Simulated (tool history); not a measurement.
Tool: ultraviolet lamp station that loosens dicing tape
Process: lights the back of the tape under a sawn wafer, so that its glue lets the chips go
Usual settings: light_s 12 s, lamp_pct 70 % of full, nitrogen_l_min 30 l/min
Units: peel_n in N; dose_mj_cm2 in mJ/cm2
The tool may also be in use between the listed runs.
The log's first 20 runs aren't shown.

run     day  light_s  lamp_pct  nitrogen_l_min  peel_n  dose_mj_cm2
 21  29.971       15        70              30   3.278          179
     30.988  -- window cleaned of glue's vapour, once more
 22  31.021       15        70              30   1.728          277
 23  32.696       15        74              11   3.155          284
 24  34.083       12        70              30   2.534          211
 25  35.475       12        70              30   2.643          213
     35.888  -- lamp changed
 26  37.179       14        73              59   0.611          351
 27  38.817        7       100              26   2.454          236
 28  39.971        7       100              15   3.374          233
 29  41.079        7       100              15   3.471          229
 30  43.412        7       100              15   3.613          225
 31  45.717        7       100              15   3.700          215
 32  48.054        7        93              13   4.133          198
 33  49.567        7        93              13   4.455          194
 34  51.183        7        93              13   4.442          187
 35  52.742        7        93              13   4.539          192
 36  54.600       17        74              17   1.718          355
 37  55.638       23        70              30   0.587          448
     56.008  -- window cleaned of glue's vapour
 38  57.433       23        70              30   0.376          538
 39  59.175       23        70              30   0.395          526
 40  60.200        7        63              47   3.640          141
 41  61.446        9        84              30   2.081          239
 42  63.592       19        66              30   0.849          395
 43  64.912       16        66              25   1.497          323

Forecast each of these 3 alternatives for the next run:
  A  66.754       12        63              30       ?            ?
  B  66.754       16        80              51       ?            ?
  C  66.754       16        65              25       ?            ?

run  peel_n  dose_mj_cm2
  A   2.369          223
  B   0.528          383
  C   1.507          314
Without the tool's hidden state the same runs would have given:
run  peel_n  dose_mj_cm2
  A   1.774          268
  B   0.317          458
  C   1.053          375

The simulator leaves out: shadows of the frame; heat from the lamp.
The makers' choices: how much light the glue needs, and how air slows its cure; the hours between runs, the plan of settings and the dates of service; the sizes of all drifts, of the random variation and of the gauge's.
